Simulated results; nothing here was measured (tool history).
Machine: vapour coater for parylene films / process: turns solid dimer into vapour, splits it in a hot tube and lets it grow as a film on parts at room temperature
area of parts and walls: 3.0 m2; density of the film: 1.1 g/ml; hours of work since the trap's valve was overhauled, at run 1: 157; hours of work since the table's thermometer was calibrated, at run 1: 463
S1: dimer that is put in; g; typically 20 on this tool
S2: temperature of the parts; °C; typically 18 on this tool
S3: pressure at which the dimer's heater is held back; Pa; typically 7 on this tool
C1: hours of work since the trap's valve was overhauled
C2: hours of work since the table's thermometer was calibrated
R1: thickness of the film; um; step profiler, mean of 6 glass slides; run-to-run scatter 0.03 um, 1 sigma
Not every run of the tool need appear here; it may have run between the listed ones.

{"run": 1, "hour": 0.0, "S1": 20, "S2": 18, "S3": 7, "C1": 157, "C2": 463, "R1": 4.11}
{"run": 2, "hour": 18.0, "S1": 20, "S2": 18, "S3": 7, "C1": 168, "C2": 474, "R1": 4.11}
{"run": 3, "hour": 37.0, "S1": 20, "S2": 18, "S3": 7, "C1": 180, "C2": 486, "R1": 4.09}
{"run": 4, "hour": 50.4, "S1": 11, "S2": 18, "S3": 7, "C1": 188, "C2": 494, "R1": 2.26}
{"run": 5, "hour": 63.8, "S1": 11, "S2": 18, "S3": 7, "C1": 197, "C2": 502, "R1": 2.28}
{"run": 6, "hour": 73.1, "S1": 11, "S2": 18, "S3": 5.36, "C1": 202, "C2": 508, "R1": 2.39}
{"run": 7, "hour": 88.3, "S1": 11, "S2": 18, "S3": 11.53, "C1": 212, "C2": 517, "R1": 2.02}
{"run": 8, "hour": 102.5, "S1": 11, "S2": 18, "S3": 11.53, "C1": 220, "C2": 526, "R1": 2.02}
{"run": 9, "hour": 112.9, "S1": 14, "S2": 18, "S3": 7, "C1": 227, "C2": 532, "R1": 2.85}
{"run": 10, "hour": 123.5, "S1": 14, "S2": 18, "S3": 7, "C1": 233, "C2": 539, "R1": 2.83}
{"run": 11, "hour": 139.2, "S1": 14, "S2": 18, "S3": 7, "C1": 243, "C2": 549, "R1": 2.84}
{"run": 12, "hour": 159.4, "S1": 14, "S2": 18, "S3": 7, "C1": 256, "C2": 561, "R1": 2.83}
{"run": 13, "hour": 179.1, "S1": 14, "S2": 18, "S3": 7, "C1": 268, "C2": 573, "R1": 2.84}
{"run": 14, "hour": 191.2, "S1": 14, "S2": 22, "S3": 7, "C1": 275, "C2": 581, "R1": 2.61}
{"run": 15, "hour": 207.2, "S1": 20, "S2": 18, "S3": 7, "C1": 285, "C2": 591, "R1": 3.99}
{"run": 16, "hour": 215.5, "S1": 20, "S2": 18, "S3": 7, "C1": 290, "C2": 596, "R1": 4.11}
{"hour": 225.2, "done": "trap's valve overhauled"}
{"run": 17, "hour": 231.2, "S1": 20, "S2": 18, "S3": 7, "C1": 4, "C2": 603, "R1": 4.32}
{"run": 18, "hour": 251.3, "S1": 20, "S2": 18, "S3": 7, "C1": 16, "C2": 616, "R1": 4.25}
{"run": 19, "hour": 260.0, "S1": 20, "S2": 29, "S3": 7, "C1": 21, "C2": 621, "R1": 3.32}
{"run": 20, "hour": 277.6, "S1": 20, "S2": 29, "S3": 7, "C1": 32, "C2": 632, "R1": 3.27}
{"run": 21, "hour": 293.4, "S1": 20, "S2": 18, "S3": 7, "C1": 42, "C2": 642, "R1": 4.23}
{"run": 22, "hour": 308.2, "S1": 20, "S2": 18, "S3": 7, "C1": 51, "C2": 651, "R1": 4.25}
{"run": 23, "hour": 325.2, "S1": 20, "S2": 18, "S3": 7, "C1": 62, "C2": 661, "R1": 4.22}
{"run": 24, "hour": 338.8, "S1": 20, "S2": 18, "S3": 7, "C1": 70, "C2": 670, "R1": 4.19}
{"run": 25, "hour": 349.2, "S1": 20, "S2": 18, "S3": 5.07, "C1": 77, "C2": 676, "R1": 4.5}
{"hour": 352.0, "done": "table's thermometer calibrated"}
{"run": 26, "hour": 358.6, "S1": 27, "S2": 29, "S3": 7, "C1": 82, "C2": 4, "R1": 4.42}
{"run": 27, "hour": 370.5, "S1": 27, "S2": 29, "S3": 7, "C1": 89, "C2": 11, "R1": 4.38}
{"run": 28, "hour": 385.2, "S1": 18, "S2": 18, "S3": 7.61, "C1": 98, "C2": 21, "R1": 3.74}
{"hour": 395.1, "done": "table's thermometer calibrated, once more"}
{"run": 29, "hour": 399.7, "S1": 18, "S2": 18, "S3": 7.61, "C1": 107, "C2": 3, "R1": 3.78}
{"run": 30, "hour": 416.0, "S1": 25, "S2": 22, "S3": 5.48, "C1": 117, "C2": 13, "R1": 5.14}
{"run": 31, "hour": 429.9, "S1": 20, "S2": 18, "S3": 3.85, "C1": 125, "C2": 22, "R1": 4.84}
{"run": 32, "hour": 448.1, "S1": 20, "S2": 18, "S3": 3.85, "C1": 137, "C2": 33, "R1": 4.8}
{"run": 33, "hour": 459.8, "S1": 20, "S2": 18, "S3": 3.85, "C1": 144, "C2": 40, "R1": 4.82}
{"run": 34, "hour": 476.4, "S1": 18, "S2": 11, "S3": 3.4, "C1": 154, "C2": 50, "R1": 5.21}
{"run": 35, "hour": 494.3, "S1": 20, "S2": 21, "S3": 3.26, "C1": 165, "C2": 61, "R1": 4.62}
{"run": 36, "hour": 514.2, "S1": 22, "S2": 14, "S3": 3.64, "C1": 177, "C2": 74, "R1": 5.85}
{"run": 37, "hour": 523.8, "S1": 15, "S2": 18, "S3": 3.53, "C1": 183, "C2": 80, "R1": 3.66}
{"run": 38, "hour": 538.2, "S1": 15, "S2": 18, "S3": 3.53, "C1": 192, "C2": 88, "R1": 3.63}
{"run": 39, "hour": 558.0, "S1": 24, "S2": 11, "S3": 7, "C1": 204, "C2": 101, "R1": 5.88}
{"run": 40, "hour": 570.5, "S1": 24, "S2": 11, "S3": 7, "C1": 212, "C2": 108, "R1": 5.85}
{"run": 41, "hour": 589.1, "S1": 15, "S2": 11, "S3": 7, "C1": 224, "C2": 120, "R1": 3.66}
{"run": 42, "hour": 606.2, "S1": 15, "S2": 11, "S3": 7, "C1": 234, "C2": 131, "R1": 3.62}
{"run": 43, "hour": 621.9, "S1": 8, "S2": 28, "S3": 2.68, "C1": 244, "C2": 140, "R1": 1.61}
{"run": 44, "hour": 635.4, "S1": 8, "S2": 28, "S3": 2.68, "C1": 252, "C2": 149, "R1": 1.62}
{"run": 45, "hour": 653.3, "S1": 20, "S2": 12, "S3": 7, "C1": 263, "C2": 160, "R1": 4.69}
{"run": 46, "hour": 664.7, "S1": 20, "S2": 12, "S3": 7, "C1": 270, "C2": 167, "R1": 4.73}
{"run": 47, "hour": 684.8, "S1": 30, "S2": 13, "S3": 4.19, "C1": 283, "C2": 179, "R1": 7.67}
{"hour": 706.1, "done": "trap's valve overhauled"}
{"run": 48, "hour": 708.2, "S1": 18, "S2": 27, "S3": 4.37, "C1": 1, "C2": 191, "R1": 3.56}

Below are 3 alternative next runs, each starting from the tool's condition after run 48. Predict each:
{"run": "A", "hour": 719.6, "S1": 30, "S2": 22, "S3": 7, "C1": 8, "C2": 198, "R1": "?"}
{"run": "B", "hour": 719.6, "S1": 27, "S2": 18, "S3": 7.68, "C1": 8, "C2": 198, "R1": "?"}
{"run": "C", "hour": 719.6, "S1": 35, "S2": 11, "S3": 7.77, "C1": 8, "C2": 198, "R1": "?"}

run=A R1=5.78
run=B R1=5.67
run=C R1=8.63
What these runs would have given with no unlogged condition in the tool:
run=A R1=5.8
run=B R1=5.68
run=C R1=8.65
